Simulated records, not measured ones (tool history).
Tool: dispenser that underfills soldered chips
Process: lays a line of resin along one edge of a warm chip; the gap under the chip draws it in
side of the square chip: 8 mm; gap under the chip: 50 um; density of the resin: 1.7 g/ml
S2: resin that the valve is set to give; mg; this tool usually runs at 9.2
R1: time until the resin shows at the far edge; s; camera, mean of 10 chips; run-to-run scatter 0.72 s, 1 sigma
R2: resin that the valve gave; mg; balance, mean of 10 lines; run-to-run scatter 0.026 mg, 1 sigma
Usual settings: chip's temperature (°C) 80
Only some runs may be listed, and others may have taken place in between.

run 1 hour=0 | chip's_temperature_(°C)=80 S2=9.2 | R1=102.8 R2=8.86
-- hour=2.7 new syringe of resin
run 2 hour=3.9 | chip's_temperature_(°C)=80 S2=8.52 | R1=69 R2=8.18
run 3 hour=8.4 | chip's_temperature_(°C)=80 S2=9.2 | R1=83.3 R2=8.81
run 4 hour=12.1 | chip's_temperature_(°C)=80 S2=9.2 | R1=95.4 R2=8.79
-- hour=13.9 dispensing valve cleaned and set on the balance
-- hour=16.7 new syringe of resin
run 5 hour=18.2 | chip's_temperature_(°C)=85 S2=9.2 | R1=59.4 R2=9.19
run 6 hour=22.5 | chip's_temperature_(°C)=85 S2=9.2 | R1=71.6 R2=9.17
run 7 hour=28.1 | chip's_temperature_(°C)=76 S2=9.2 | R1=120.7 R2=9.18
-- hour=29.7 new syringe of resin
run 8 hour=32.9 | chip's_temperature_(°C)=76 S2=9.2 | R1=84.5 R2=9.12
run 9 hour=38.9 | chip's_temperature_(°C)=76 S2=9.2 | R1=107.8 R2=9.14
-- hour=42.9 new syringe of resin
run 10 hour=45.1 | chip's_temperature_(°C)=76 S2=9.2 | R1=83.5 R2=9.03
run 11 hour=49.5 | chip's_temperature_(°C)=76 S2=9.2 | R1=97.7 R2=9.05
run 12 hour=53.4 | chip's_temperature_(°C)=76 S2=9.2 | R1=113.5 R2=8.99
-- hour=56 new syringe of resin
run 13 hour=59.3 | chip's_temperature_(°C)=76 S2=9.2 | R1=84.8 R2=8.98
run 14 hour=62.8 | chip's_temperature_(°C)=76 S2=9.2 | R1=97.3 R2=8.98
run 15 hour=66.3 | chip's_temperature_(°C)=76 S2=9.2 | R1=115.8 R2=8.94
-- hour=69.1 new syringe of resin
run 16 hour=71.5 | chip's_temperature_(°C)=76 S2=9.2 | R1=82.3 R2=8.89
run 17 hour=75.7 | chip's_temperature_(°C)=80 S2=9.2 | R1=86.2 R2=8.89
run 18 hour=79.1 | chip's_temperature_(°C)=73 S2=9.2 | R1=125.4 R2=8.87
-- hour=82.5 new syringe of resin
run 19 hour=82.6 | chip's_temperature_(°C)=73 S2=9.2 | R1=83.1 R2=8.92
run 20 hour=85.7 | chip's_temperature_(°C)=80 S2=8.46 | R1=79.2 R2=8.16
run 21 hour=88.5 | chip's_temperature_(°C)=80 S2=7.81 | R1=87.6 R2=7.52
run 22 hour=93.2 | chip's_temperature_(°C)=80 S2=7.81 | R1=107.4 R2=7.54
-- hour=95.5 new syringe of resin
run 23 hour=96.4 | chip's_temperature_(°C)=81 S2=9.89 | R1=66.1 R2=9.47
-- hour=100.2 dispensing valve cleaned and set on the balance
run 24 hour=102.8 | chip's_temperature_(°C)=86 S2=11.25 | R1=71 R2=11.26
run 25 hour=107.8 | chip's_temperature_(°C)=85 S2=8.93 | R1=88.8 R2=8.97
-- hour=109.5 new syringe of resin
run 26 hour=114.3 | chip's_temperature_(°C)=93 S2=10.7 | R1=54.3 R2=10.64
run 27 hour=119.7 | chip's_temperature_(°C)=93 S2=10.7 | R1=67 R2=10.57
-- hour=122.6 new syringe of resin
run 28 hour=123 | chip's_temperature_(°C)=93 S2=10.7 | R1=45.1 R2=10.61
run 29 hour=127.3 | chip's_temperature_(°C)=84 S2=10.38 | R1=71.5 R2=10.26
run 30 hour=132.5 | chip's_temperature_(°C)=93 S2=8.33 | R1=68.9 R2=8.13
-- hour=135.6 new syringe of resin
run 31 hour=137 | chip's_temperature_(°C)=93 S2=8.33 | R1=47.9 R2=8.13
run 32 hour=142.6 | chip's_temperature_(°C)=93 S2=8.33 | R1=61.2 R2=8.15
run 33 hour=147.6 | chip's_temperature_(°C)=81 S2=8.68 | R1=104.8 R2=8.45
-- hour=148.7 new syringe of resin
run 34 hour=152 | chip's_temperature_(°C)=81 S2=8.68 | R1=74.4 R2=8.46
run 35 hour=155.2 | chip's_temperature_(°C)=89 S2=9.12 | R1=65.5 R2=8.86

Forecast each of these 4 alternatives for the next run:
run A hour=159.6 | chip's_temperature_(°C)=89 S2=9.12 | R1=? R2=?
run B hour=159.6 | chip's_temperature_(°C)=78 S2=10.09 | R1=? R2=?
run C hour=159.6 | chip's_temperature_(°C)=84 S2=9.2 | R1=? R2=?
run D hour=159.6 | chip's_temperature_(°C)=79 S2=8.44 | R1=? R2=?

run=A R1=78.6 R2=8.83
run=B R1=112 R2=9.76
run=C R1=92.6 R2=8.91
run=D R1=110.4 R2=8.15
Without the tool's unlogged condition, the same runs would have read:
run=A R1=48.9 R2=9.1
run=B R1=69.7 R2=10.06
run=C R1=57.6 R2=9.18
run=D R1=68.5 R2=8.4
